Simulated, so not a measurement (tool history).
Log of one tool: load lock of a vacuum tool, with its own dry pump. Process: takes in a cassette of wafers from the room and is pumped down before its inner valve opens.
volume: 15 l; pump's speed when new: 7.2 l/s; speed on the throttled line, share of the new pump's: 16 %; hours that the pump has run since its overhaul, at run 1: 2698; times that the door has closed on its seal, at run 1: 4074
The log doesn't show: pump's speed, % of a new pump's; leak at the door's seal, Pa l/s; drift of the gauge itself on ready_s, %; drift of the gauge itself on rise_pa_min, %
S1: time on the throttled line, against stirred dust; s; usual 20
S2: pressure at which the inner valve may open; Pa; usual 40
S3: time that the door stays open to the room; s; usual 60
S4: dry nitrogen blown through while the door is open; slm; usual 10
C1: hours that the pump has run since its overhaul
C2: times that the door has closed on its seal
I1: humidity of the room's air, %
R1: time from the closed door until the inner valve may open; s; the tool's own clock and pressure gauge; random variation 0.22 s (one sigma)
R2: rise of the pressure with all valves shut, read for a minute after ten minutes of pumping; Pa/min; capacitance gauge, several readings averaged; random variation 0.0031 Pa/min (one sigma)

run 1 hour=0 | S1=20 S2=40 S3=60 S4=10 | C1=2698 C2=4074 | I1=43 | R1=33.8 R2=0.076
run 2 hour=99.4 | S1=20 S2=40 S3=60 S4=10 | C1=2797 C2=4407 | I1=47.8 | R1=33.7 R2=0.088
run 3 hour=179.9 | S1=20 S2=40 S3=229 S4=10 | C1=2878 C2=4677 | I1=44.2 | R1=34 R2=0.192
run 4 hour=293 | S1=20 S2=40 S3=229 S4=10 | C1=2991 C2=5056 | I1=39 | R1=33.7 R2=0.165
run 5 hour=394 | S1=20 S2=40 S3=229 S4=10 | C1=3092 C2=5394 | I1=45.4 | R1=34.1 R2=0.201
run 6 hour=516.1 | S1=20 S2=40 S3=229 S4=10 | C1=3214 C2=5804 | I1=44.3 | R1=34.1 R2=0.193
run 7 hour=603.9 | S1=20 S2=34 S3=60 S4=10 | C1=3302 C2=6098 | I1=45.9 | R1=34.3 R2=0.089
run 8 hour=659 | S1=20 S2=40 S3=60 S4=10 | C1=3357 C2=6282 | I1=45.5 | R1=34 R2=0.089
run 9 hour=728.7 | S1=20 S2=40 S3=60 S4=10 | C1=3427 C2=6516 | I1=45.3 | R1=34.5 R2=0.092
run 10 hour=787.8 | S1=20 S2=40 S3=60 S4=10 | C1=3486 C2=6714 | I1=47.7 | R1=34.2 R2=0.099
run 11 hour=866.3 | S1=39 S2=40 S3=60 S4=10 | C1=3564 C2=6977 | I1=47.5 | R1=50.4 R2=0.103
run 12 hour=947.8 | S1=20 S2=64 S3=60 S4=10 | C1=3646 C2=7250 | I1=45.2 | R1=32.8 R2=0.1
run 13 hour=1010.7 | S1=20 S2=40 S3=60 S4=10 | C1=3709 C2=7461 | I1=45.8 | R1=34 R2=0.101
run 14 hour=1112.9 | S1=20 S2=40 S3=60 S4=10 | C1=3811 C2=7804 | I1=43 | R1=34 R2=0.099
run 15 hour=1183.8 | S1=20 S2=44 S3=60 S4=10 | C1=3882 C2=8041 | I1=45.6 | R1=33.8 R2=0.1
run 16 hour=1269 | S1=30 S2=56 S3=60 S4=6 | C1=3967 C2=8327 | I1=47.1 | R1=41.5 R2=0.106
run 17 hour=1338.1 | S1=18 S2=40 S3=60 S4=6 | C1=4036 C2=8558 | I1=46.3 | R1=32.5 R2=0.111
run 18 hour=1412.4 | S1=15 S2=39 S3=71 S4=19 | C1=4110 C2=8807 | I1=44.2 | R1=30.2 R2=0.095
run 19 hour=1520.8 | S1=11 S2=40 S3=60 S4=10 | C1=4219 C2=9171 | I1=43.8 | R1=26.8 R2=0.109
run 20 hour=1634.6 | S1=18 S2=40 S3=54 S4=6 | C1=4333 C2=9552 | I1=45.3 | R1=32.5 R2=0.116
run 21 hour=1753.3 | S1=18 S2=64 S3=182 S4=4 | C1=4451 C2=9950 | I1=46.6 | R1=31.3 R2=0.224
run 22 hour=1854.1 | S1=31 S2=34 S3=183 S4=24 | C1=4552 C2=10287 | I1=47.7 | R1=43.8 R2=0.159
run 23 hour=1936 | S1=20 S2=41 S3=47 S4=10 | C1=4634 C2=10562 | I1=45.8 | R1=33.8 R2=0.107
run 24 hour=1996.6 | S1=20 S2=41 S3=47 S4=10 | C1=4695 C2=10765 | I1=44.9 | R1=33.7 R2=0.1
run 25 hour=2105.3 | S1=31 S2=40 S3=121 S4=10 | C1=4803 C2=11130 | I1=47.1 | R1=43 R2=0.164
run 26 hour=2229.4 | S1=12 S2=79 S3=135 S4=27 | C1=4927 C2=11545 | I1=43.3 | R1=26.4 R2=0.132
run 27 hour=2354.2 | S1=20 S2=68 S3=149 S4=10 | C1=5052 C2=11964 | I1=45.2 | R1=33.1 R2=0.183

Hidden state or all else? Some run-to-run changes of R1, split into what the settings, what came in and random variation would give without the hidden state, and what is left for the hidden state (with any gauge scatter that isn't in both results):
Run 10 -> 11: S1 20 -> 39. R1 +16.2 s: hidden state -0.2, all else +16.4.
Run 11 -> 12: S1 39 -> 20, S2 40 -> 64. R1 -17.6 s: hidden state +0.1, all else -17.7.
Run 16 -> 17: S1 30 -> 18, S2 56 -> 40. R1 -9 s: hidden state +0.2, all else -9.2.
Run 25 -> 26: S1 31 -> 12, S2 40 -> 79, S3 121 -> 135, S4 10 -> 27. R1 -16.6 s: hidden state +0.1, all else -16.7.
